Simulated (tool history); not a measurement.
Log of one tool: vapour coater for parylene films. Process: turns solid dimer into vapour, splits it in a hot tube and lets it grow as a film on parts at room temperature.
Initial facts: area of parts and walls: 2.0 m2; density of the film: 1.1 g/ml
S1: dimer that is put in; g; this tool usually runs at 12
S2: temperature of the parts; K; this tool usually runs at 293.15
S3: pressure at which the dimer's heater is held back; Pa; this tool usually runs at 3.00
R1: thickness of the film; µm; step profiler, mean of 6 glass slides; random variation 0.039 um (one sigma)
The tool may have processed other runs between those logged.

Run 1, hour 0.0: usual settings. Result: R1 4.05 µm.
Run 2, hour 17.6: usual settings but S3 2.76 Pa. Result: R1 4.05 µm.
Run 3, hour 36.0: usual settings but S2 301.15 K. Result: R1 3.14 µm.
Run 4, hour 51.4: usual settings but S2 301.15 K. Result: R1 3.12 µm.
Run 5, hour 64.0: usual settings but S2 301.15 K. Result: R1 3.09 µm.
Run 6, hour 76.7: usual settings but S2 289.15 K. Result: R1 4.52 µm.
Run 7, hour 87.5: usual settings but S2 289.15 K. Result: R1 4.56 µm.
At hour 93.0: trap's valve overhauled.
Run 8, hour 109.5: usual settings but S2 289.15 K. Result: R1 4.47 µm.
Run 9, hour 131.0: usual settings but S1 13 g, S2 289.15 K, S3 5.04 Pa. Result: R1 4.41 µm.
Run 10, hour 144.5: usual settings but S1 13 g, S2 289.15 K, S3 5.04 Pa. Result: R1 4.40 µm.
Run 11, hour 162.0: usual settings but S2 305.15 K, S3 2.88 Pa. Result: R1 2.68 µm.
Run 12, hour 173.8: usual settings but S1 7 g, S2 305.15 K, S3 2.88 Pa. Result: R1 1.53 µm.
Run 13, hour 184.1: usual settings but S1 7 g, S2 305.15 K, S3 2.88 Pa. Result: R1 1.60 µm.
Run 14, hour 199.5: usual settings but S1 7 g, S2 296.15 K. Result: R1 2.05 µm.

Predict each of these 5 candidate next runs independently; none follows another, all start after run 14:
At hour 221.8: trap's valve overhauled, once more.
Run A, hour 222.0: usual settings but S1 21 g, S2 302.15 K, S3 3.85 Pa. Result: R1 ?.
At hour 221.8: trap's valve overhauled, once more.
Run B, hour 222.0: usual settings but S1 8 g, S2 294.15 K, S3 5.34 Pa. Result: R1 ?.
At hour 221.8: trap's valve overhauled, once more.
Run C, hour 222.0: usual settings but S1 6 g, S2 301.15 K, S3 3.53 Pa. Result: R1 ?.
At hour 221.8: trap's valve overhauled, once more.
Run D, hour 222.0: usual settings but S1 8 g, S2 296.15 K. Result: R1 ?.
At hour 221.8: trap's valve overhauled, once more.
Run E, hour 222.0: usual settings but S2 300.15 K, S3 9.00 Pa. Result: R1 ?.

run    R1
  A  5.47
  B  2.54
  C  1.61
  D  2.59
  E  2.94
Without the tool's unlogged condition, the same runs would have read:
run    R1
  A  5.45
  B  2.53
  C  1.61
  D  2.58
  E  2.93
